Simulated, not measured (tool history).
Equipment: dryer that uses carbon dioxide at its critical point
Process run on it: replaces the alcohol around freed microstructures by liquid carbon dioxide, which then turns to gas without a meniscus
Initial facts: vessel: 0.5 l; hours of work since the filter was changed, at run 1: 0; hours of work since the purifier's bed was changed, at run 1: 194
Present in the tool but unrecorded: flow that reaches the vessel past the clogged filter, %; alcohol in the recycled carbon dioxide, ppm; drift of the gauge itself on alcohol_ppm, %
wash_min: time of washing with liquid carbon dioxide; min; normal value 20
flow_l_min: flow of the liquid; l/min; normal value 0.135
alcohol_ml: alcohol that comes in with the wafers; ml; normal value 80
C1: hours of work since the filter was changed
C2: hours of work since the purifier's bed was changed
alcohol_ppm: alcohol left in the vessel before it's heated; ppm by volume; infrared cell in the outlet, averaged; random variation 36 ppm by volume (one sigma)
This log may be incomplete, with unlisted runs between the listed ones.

run 1 hour=0.0 | wash_min=20 flow_l_min=0.135 alcohol_ml=80 | C1=0 C2=194 | alcohol_ppm=2436
run 2 hour=12.4 | wash_min=20 flow_l_min=0.135 alcohol_ml=80 | C1=5 C2=198 | alcohol_ppm=2423
run 3 hour=31.4 | wash_min=20 flow_l_min=0.135 alcohol_ml=80 | C1=12 C2=205 | alcohol_ppm=2474
run 4 hour=44.3 | wash_min=20 flow_l_min=0.135 alcohol_ml=80 | C1=17 C2=210 | alcohol_ppm=2462
run 5 hour=60.8 | wash_min=22 flow_l_min=0.135 alcohol_ml=80 | C1=23 C2=216 | alcohol_ppm=1711
run 6 hour=73.2 | wash_min=22 flow_l_min=0.135 alcohol_ml=80 | C1=27 C2=221 | alcohol_ppm=1708
run 7 hour=87.5 | wash_min=20 flow_l_min=0.135 alcohol_ml=74 | C1=33 C2=226 | alcohol_ppm=2404
run 8 hour=101.7 | wash_min=20 flow_l_min=0.135 alcohol_ml=74 | C1=38 C2=232 | alcohol_ppm=2391
run 9 hour=115.2 | wash_min=20 flow_l_min=0.135 alcohol_ml=74 | C1=43 C2=237 | alcohol_ppm=2504
run 10 hour=132.2 | wash_min=20 flow_l_min=0.107 alcohol_ml=67 | C1=49 C2=243 | alcohol_ppm=5306
run 11 hour=151.0 | wash_min=17 flow_l_min=0.227 alcohol_ml=38 | C1=56 C2=250 | alcohol_ppm=255
run 12 hour=170.3 | wash_min=17 flow_l_min=0.227 alcohol_ml=38 | C1=64 C2=257 | alcohol_ppm=268
run 13 hour=178.7 | wash_min=17 flow_l_min=0.227 alcohol_ml=38 | C1=67 C2=260 | alcohol_ppm=268
run 14 hour=194.7 | wash_min=17 flow_l_min=0.227 alcohol_ml=38 | C1=73 C2=266 | alcohol_ppm=264
run 15 hour=207.3 | wash_min=20 flow_l_min=0.223 alcohol_ml=80 | C1=77 C2=271 | alcohol_ppm=246
run 16 hour=226.9 | wash_min=20 flow_l_min=0.200 alcohol_ml=80 | C1=85 C2=278 | alcohol_ppm=430
run 17 hour=236.7 | wash_min=20 flow_l_min=0.163 alcohol_ml=108 | C1=88 C2=282 | alcohol_ppm=1602
run 18 hour=249.3 | wash_min=19 flow_l_min=0.167 alcohol_ml=80 | C1=93 C2=287 | alcohol_ppm=1381

Pick out some run-to-run changes in alcohol_ppm. Of each, how much would a tool without hidden state show as well, from the settings, what came in and chance, and how much is left for the hidden state and any gauge scatter not in both results compared?
Run 10 -> 11: wash_min 20 -> 17, flow_l_min 0.107 -> 0.227, alcohol_ml 67 -> 38. alcohol_ppm -5051 ppm by volume: hidden state -262, all else -4789.

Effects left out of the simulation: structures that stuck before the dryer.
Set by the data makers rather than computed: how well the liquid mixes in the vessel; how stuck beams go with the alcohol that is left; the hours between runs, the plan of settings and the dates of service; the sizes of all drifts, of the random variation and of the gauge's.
